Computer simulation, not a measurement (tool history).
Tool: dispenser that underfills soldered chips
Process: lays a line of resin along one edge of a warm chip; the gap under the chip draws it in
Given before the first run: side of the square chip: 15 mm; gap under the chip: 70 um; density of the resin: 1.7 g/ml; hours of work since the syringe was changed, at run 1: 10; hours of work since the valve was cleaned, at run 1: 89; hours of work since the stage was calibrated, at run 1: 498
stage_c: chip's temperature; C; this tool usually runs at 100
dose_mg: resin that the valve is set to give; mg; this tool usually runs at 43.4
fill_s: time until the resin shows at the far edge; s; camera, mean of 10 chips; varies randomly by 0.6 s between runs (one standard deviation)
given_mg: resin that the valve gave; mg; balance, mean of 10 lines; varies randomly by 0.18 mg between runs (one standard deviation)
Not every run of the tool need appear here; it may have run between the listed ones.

run	hour	stage_c	dose_mg	hours of work since the syringe was changed	hours of work since the valve was cleaned	hours of work since the stage was calibrated	fill_s	given_mg
1	0	100	43.4	10	89	498	120.6	42.06
# hour 1.9: new syringe of resin
# hour 16.1: new syringe of resin
2	17.5	87	43.4	1	101	511	125	41.48
3	28.3	87	43.4	9	109	519	224.9	41.38
# hour 30.8: new syringe of resin
4	43.4	87	43.4	10	121	530	223.9	41.01
# hour 45: new syringe of resin
5	54.6	87	38	7	129	538	202.3	35.9
# hour 58.8: new syringe of resin
6	64.3	100	46.8	4	136	546	84.4	44.08
# hour 73.2: new syringe of resin
# hour 75.2: dispensing valve cleaned and set on the balance
7	79	100	46.8	4	3	556	77.1	46.61
# hour 88.7: new syringe of resin
8	94.8	100	46.8	5	15	567	84.3	46.15
# hour 103.4: new syringe of resin
9	108.5	114	43	4	25	578	42.9	42.15
# hour 117.9: new syringe of resin
10	124.6	105	44.7	5	37	589	70.6	43.69
# hour 131.8: new syringe of resin
11	137.4	105	40.4	4	46	599	69	39.13
# hour 146.4: new syringe of resin
12	149.4	105	40.4	2	55	608	58.2	39.21

Measured minus without-hidden-state, run by run (identical run-to-run variation in each term; gauge scatter may differ):
What the log doesn't record here: resin's viscosity, % of fresh resin's; dose that the valve gives, % of what is set; true chip temperature over the reading, C; drift of the gauge itself on fill_s, %; drift of the gauge itself on given_mg, %.
run	fill_s	given_mg
1	+67.1	-1.63
2	+27.9	-1.88
3	+125.9	-2.03
4	+125.8	-2.25
5	+99.6	-2.1
6	+31.5	-2.74
7	+26.1	-0.21
8	+32.5	-0.45
9	+14.7	-0.62
10	+28.5	-0.89
11	+25.1	-0.98
12	+16.2	-1.15
